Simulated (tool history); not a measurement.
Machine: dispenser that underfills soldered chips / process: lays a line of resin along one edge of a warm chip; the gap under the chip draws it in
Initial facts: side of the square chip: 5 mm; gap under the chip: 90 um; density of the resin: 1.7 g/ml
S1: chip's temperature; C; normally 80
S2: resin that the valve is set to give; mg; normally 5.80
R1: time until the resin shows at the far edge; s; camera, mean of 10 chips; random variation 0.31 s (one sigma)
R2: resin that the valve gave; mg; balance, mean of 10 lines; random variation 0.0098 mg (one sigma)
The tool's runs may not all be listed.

run,hour,S1,S2,R1,R2
1,0.0,80,5.80,9.9,5.652
2,3.5,80,6.27,11.7,6.081
# hour 8.2: dispensing valve cleaned and set on the balance
3,8.7,80,6.27,15.6,6.243
# hour 9.5: new syringe of resin
4,11.2,80,6.18,8.0,6.138
5,14.5,80,6.18,10.0,6.156
6,18.9,80,6.18,13.7,6.131
# hour 21.1: new syringe of resin
7,21.5,80,6.18,7.4,6.136
8,23.6,80,6.18,9.3,6.125
9,26.3,80,5.80,10.3,5.735
10,28.7,80,6.06,12.7,6.012
# hour 32.7: new syringe of resin
11,33.0,80,5.60,7.4,5.554
12,36.8,76,5.80,11.9,5.725
13,41.0,76,5.80,15.7,5.715
14,43.5,80,5.80,15.2,5.716
# hour 44.3: new syringe of resin
15,48.1,80,6.57,10.0,6.465
16,50.5,80,6.57,11.6,6.472
17,52.6,69,5.80,20.8,5.711
# hour 55.9: new syringe of resin
18,55.9,69,6.44,12.2,6.311
19,58.5,75,7.33,10.8,7.200
20,62.4,73,6.62,14.9,6.492
21,66.6,73,6.62,19.4,6.487
# hour 67.6: new syringe of resin
22,71.8,89,5.80,6.9,5.674
23,76.7,92,5.45,8.9,5.314
# hour 79.5: new syringe of resin
24,80.5,87,6.08,5.8,5.919
25,83.5,87,6.08,8.2,5.896
26,87.7,77,6.53,15.2,6.345
# hour 91.3: new syringe of resin
27,92.8,77,6.53,9.6,6.342
28,95.9,66,6.53,18.4,6.329
29,100.2,79,5.38,14.2,5.216
# hour 103.1: new syringe of resin
30,104.1,92,7.32,5.3,7.068
31,107.1,70,6.96,14.5,6.729
# hour 109.5: dispensing valve cleaned and set on the balance
32,111.2,70,6.96,18.2,6.959
33,113.8,90,7.32,9.5,7.334
# hour 116.0: new syringe of resin
34,118.5,92,5.66,6.0,5.676
35,123.4,90,5.11,9.0,5.097

Forecast each of these 5 alternatives for the next run:
A,126.9,68,5.04,?,?
B,126.9,77,6.09,?,?
C,126.9,94,5.50,?,?
D,126.9,84,7.00,?,?
E,126.9,90,5.81,?,?

run,R1,R2
A,26.9,5.022
B,17.7,6.075
C,9.4,5.462
D,12.9,6.984
E,10.8,5.806
Without the tool's hidden state the same runs would have given:
run,R1,R2
A,12.9,5.037
B,8.4,6.094
C,4.4,5.479
D,6.0,7.005
E,5.1,5.824
